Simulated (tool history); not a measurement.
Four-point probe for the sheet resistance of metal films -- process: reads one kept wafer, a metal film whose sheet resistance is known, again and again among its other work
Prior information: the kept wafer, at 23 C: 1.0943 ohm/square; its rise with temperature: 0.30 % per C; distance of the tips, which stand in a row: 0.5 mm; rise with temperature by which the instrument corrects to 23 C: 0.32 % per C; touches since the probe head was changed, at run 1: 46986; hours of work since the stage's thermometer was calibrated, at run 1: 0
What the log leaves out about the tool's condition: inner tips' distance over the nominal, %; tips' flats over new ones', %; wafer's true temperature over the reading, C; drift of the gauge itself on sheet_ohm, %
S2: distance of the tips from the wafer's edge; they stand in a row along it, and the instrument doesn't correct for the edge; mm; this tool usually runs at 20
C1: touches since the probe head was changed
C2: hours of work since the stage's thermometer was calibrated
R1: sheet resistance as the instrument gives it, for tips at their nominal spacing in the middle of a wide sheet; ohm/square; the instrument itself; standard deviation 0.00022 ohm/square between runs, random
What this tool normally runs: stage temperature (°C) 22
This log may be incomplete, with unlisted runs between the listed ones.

Run 1, hour 0.0: usual settings; C1 46986; C2 0. Result: R1 1.094828 ohm/square.
Run 2, hour 40.8: usual settings; C1 49201; C2 32. Result: R1 1.094733 ohm/square.
Run 3, hour 98.0: usual settings; C1 52312; C2 76. Result: R1 1.094338 ohm/square.
Run 4, hour 166.4: usual settings; C1 56026; C2 130. Result: R1 1.094495 ohm/square.
Run 5, hour 219.7: usual settings but S2 15 mm; C1 58922; C2 171. Result: R1 1.094246 ohm/square.
Run 6, hour 257.6: usual settings; C1 60978; C2 200. Result: R1 1.093982 ohm/square.
Run 7, hour 299.7: usual settings; C1 63269; C2 233. Result: R1 1.093431 ohm/square.
Run 8, hour 372.5: usual settings; C1 67223; C2 290. Result: R1 1.093307 ohm/square.
Run 9, hour 447.9: usual settings; C1 71318; C2 349. Result: R1 1.093286 ohm/square.
Run 10, hour 502.1: usual settings but stage temperature (°C) 33, S2 33 mm; C1 74262; C2 391. Result: R1 1.089685 ohm/square.
Run 11, hour 537.0: usual settings but S2 8 mm; C1 76157; C2 418. Result: R1 1.094521 ohm/square.
Run 12, hour 581.4: usual settings but S2 8 mm; C1 78573; C2 453. Result: R1 1.094544 ohm/square.
Run 13, hour 656.6: usual settings but stage temperature (°C) 32, S2 5 mm; C1 82655; C2 511. Result: R1 1.094983 ohm/square.
Run 14, hour 704.0: usual settings but stage temperature (°C) 32, S2 5 mm; C1 85232; C2 548. Result: R1 1.095240 ohm/square.
Run 15, hour 749.3: usual settings but S2 5 mm; C1 87692; C2 583. Result: R1 1.097564 ohm/square.
Run 16, hour 811.2: usual settings but S2 5 mm; C1 91057; C2 632. Result: R1 1.096974 ohm/square.
Run 17, hour 877.0: usual settings but stage temperature (°C) 20, S2 14 mm; C1 94630; C2 683. Result: R1 1.091468 ohm/square.

Branching from run 17: 3 alternative next runs. What would each branch give?
Run A, hour 950.3: usual settings but stage temperature (°C) 27, S2 41 mm; C1 98615; C2 740. Result: R1 ?.
Run B, hour 950.3: usual settings but stage temperature (°C) 35, S2 7 mm; C1 98615; C2 740. Result: R1 ?.
Run C, hour 950.3: usual settings but stage temperature (°C) 19, S2 14 mm; C1 98615; C2 740. Result: R1 ?.

run        R1
  A  1.089193
  B  1.089883
  C  1.091833
What these runs would have given with no unlogged condition in the tool:
run        R1
  A  1.093364
  B  1.094046
  C  1.096024
